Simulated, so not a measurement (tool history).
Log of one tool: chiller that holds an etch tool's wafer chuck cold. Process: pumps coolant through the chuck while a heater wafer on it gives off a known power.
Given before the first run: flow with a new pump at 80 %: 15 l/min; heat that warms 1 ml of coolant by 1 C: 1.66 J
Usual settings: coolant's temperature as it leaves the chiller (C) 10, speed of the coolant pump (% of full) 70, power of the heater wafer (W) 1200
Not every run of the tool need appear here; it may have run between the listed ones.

run   hour  coolant's temperature as it leaves the chiller (C)  speed of the coolant pump (% of full)  power of the heater wafer (W)  chuck's temperature once it has settled (K)  how much warmer the coolant comes back (C)
  1      0                                                  10                                     70                           1200                                       291.25                                        3.34
  2   19.4                                                  10                                     70                           1200                                       291.45                                        3.33
  3   41.7                                                  10                                     70                            836                                       288.85                                        2.34
  4   79.7                                                  10                                     70                            836                                       288.75                                        2.29
  5  111.4                                                  10                                     70                            836                                       288.75                                        2.31
  6  148.4                                                  10                                     70                            836                                       288.75                                        2.27
  7    166                                                  10                                     96                           1200                                       289.15                                         2.3
  8  187.7                                                  10                                     97                           1200                                       289.15                                        2.32
  9  217.9                                                  10                                     70                           1082                                       290.75                                        2.94
 10  244.1                                                  10                                     70                           1082                                       290.35                                        2.96
 11    264                                                  10                                     70                           1200                                       291.35                                        3.24
 12  296.6                                                  10                                     70                           1200                                       291.35                                         3.3
 13  313.8                                                  10                                     70                           1200                                       291.35                                        3.32
 14  352.6                                                  10                                     70                           1200                                       291.35                                        3.29
 15  376.3                                                  10                                     70                           1200                                       291.35                                        3.19
 16  406.4                                                  10                                     70                           1200                                       291.15                                        3.23
 17    431                                                  10                                     70                           1200                                       291.35                                        3.28
 18  457.1                                                   9                                     76                           1200                                       289.85                                        2.92
 19  490.6                                                   9                                     76                           1200                                       289.75                                        2.99
 20  524.9                                                  10                                     70                            766                                       288.55                                        2.02
 21  555.1                                                  14                                     70                            947                                       293.55                                        2.51
 22  583.2                                                  11                                     71                           1643                                       295.35                                        4.38
 23  598.7                                                   4                                     71                           1643                                       288.35                                         4.4
     634.6  -- gauge calibrated
 24  634.6                                                  18                                     77                           1700                                       301.75                                        4.31
 25    662                                                  18                                     77                           1700                                       301.85                                        4.25

Run 26 comes next. What will it give?
 26  687.6                                                  18                                     77                           1700                                            ?                                           ?

chuck's temperature once it has settled (K): 301.75
how much warmer the coolant comes back (C): 4.26
With the hidden condition absent and the run-to-run variation left alone, this run would have shown chuck's temperature once it has settled (K) 301.75, how much warmer the coolant comes back (C) 4.27.

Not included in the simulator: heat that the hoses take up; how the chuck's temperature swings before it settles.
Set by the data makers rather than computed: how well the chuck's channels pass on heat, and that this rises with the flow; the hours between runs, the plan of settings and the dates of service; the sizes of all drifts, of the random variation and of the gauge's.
